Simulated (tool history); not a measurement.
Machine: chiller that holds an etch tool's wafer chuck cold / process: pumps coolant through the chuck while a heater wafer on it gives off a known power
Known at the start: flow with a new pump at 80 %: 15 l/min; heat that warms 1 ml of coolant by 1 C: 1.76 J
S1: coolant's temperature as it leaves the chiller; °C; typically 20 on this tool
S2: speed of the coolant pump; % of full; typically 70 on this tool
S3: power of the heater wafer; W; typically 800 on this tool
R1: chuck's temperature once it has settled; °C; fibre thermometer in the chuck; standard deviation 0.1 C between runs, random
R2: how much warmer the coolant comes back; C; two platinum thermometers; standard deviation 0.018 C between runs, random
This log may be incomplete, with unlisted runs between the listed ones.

| run | hour | S1 | S2 | S3 | R1 | R2 |
|---|---|---|---|---|---|---|
| 1 | 0 | 20 | 70 | 800 | 28.4 | 2.06 |
| 2 | 17.7 | 20 | 70 | 800 | 28.4 | 2.03 |
| 3 | 33 | 20 | 70 | 800 | 28.3 | 2.05 |
| 4 | 62.1 | 20 | 70 | 800 | 28.3 | 2.06 |
| 5 | 92.7 | 20 | 72 | 800 | 28.3 | 2.03 |
| 6 | 112.3 | 20 | 72 | 800 | 28.2 | 2.03 |
| 7 | 134.1 | 20 | 72 | 800 | 28.3 | 2.01 |
| 8 | 152.3 | 12 | 72 | 800 | 20 | 2.01 |
| 9 | 172 | 12 | 72 | 800 | 20 | 2.02 |
| 10 | 199.3 | 12 | 72 | 800 | 20.2 | 1.99 |
| 11 | 221.2 | 13 | 70 | 800 | 21.4 | 2.06 |
| 12 | 249.2 | 13 | 70 | 800 | 21.4 | 2.09 |
| 13 | 266.7 | 13 | 77 | 844 | 21.2 | 2 |
| 14 | 298.1 | 13 | 77 | 844 | 21.4 | 1.97 |
| 15 | 322.2 | 22 | 70 | 800 | 30.5 | 2.05 |
| 16 | 340.5 | 29 | 69 | 511 | 34.3 | 1.37 |
| 17 | 354.9 | 14 | 62 | 422 | 18.9 | 1.2 |
| 18 | 386.2 | 22 | 65 | 800 | 30.9 | 2.23 |
| 19 | 412.5 | 16 | 67 | 799 | 24.7 | 2.14 |
| 20 | 432.8 | 21 | 70 | 949 | 31 | 2.46 |
| 21 | 462.3 | 21 | 70 | 949 | 31 | 2.44 |

Here are 5 independent what-if runs from the current tool condition. What would each one return?
| A | 475.7 | 12 | 70 | 446 | ? | ? |
| B | 475.7 | 20 | 66 | 1078 | ? | ? |
| C | 475.7 | 21 | 69 | 549 | ? | ? |
| D | 475.7 | 16 | 70 | 800 | ? | ? |
| E | 475.7 | 11 | 70 | 949 | ? | ? |

| run | R1 | R2 |
|---|---|---|
| A | 16.7 | 1.14 |
| B | 31.6 | 2.96 |
| C | 26.9 | 1.45 |
| D | 24.4 | 2.06 |
| E | 20.9 | 2.45 |
Take away the tool's hidden state, keep each run's random variation, and the runs would have read:
| run | R1 | R2 |
|---|---|---|
| A | 16.7 | 1.14 |
| B | 31.6 | 2.96 |
| C | 26.8 | 1.45 |
| D | 24.4 | 2.06 |
| E | 20.9 | 2.45 |
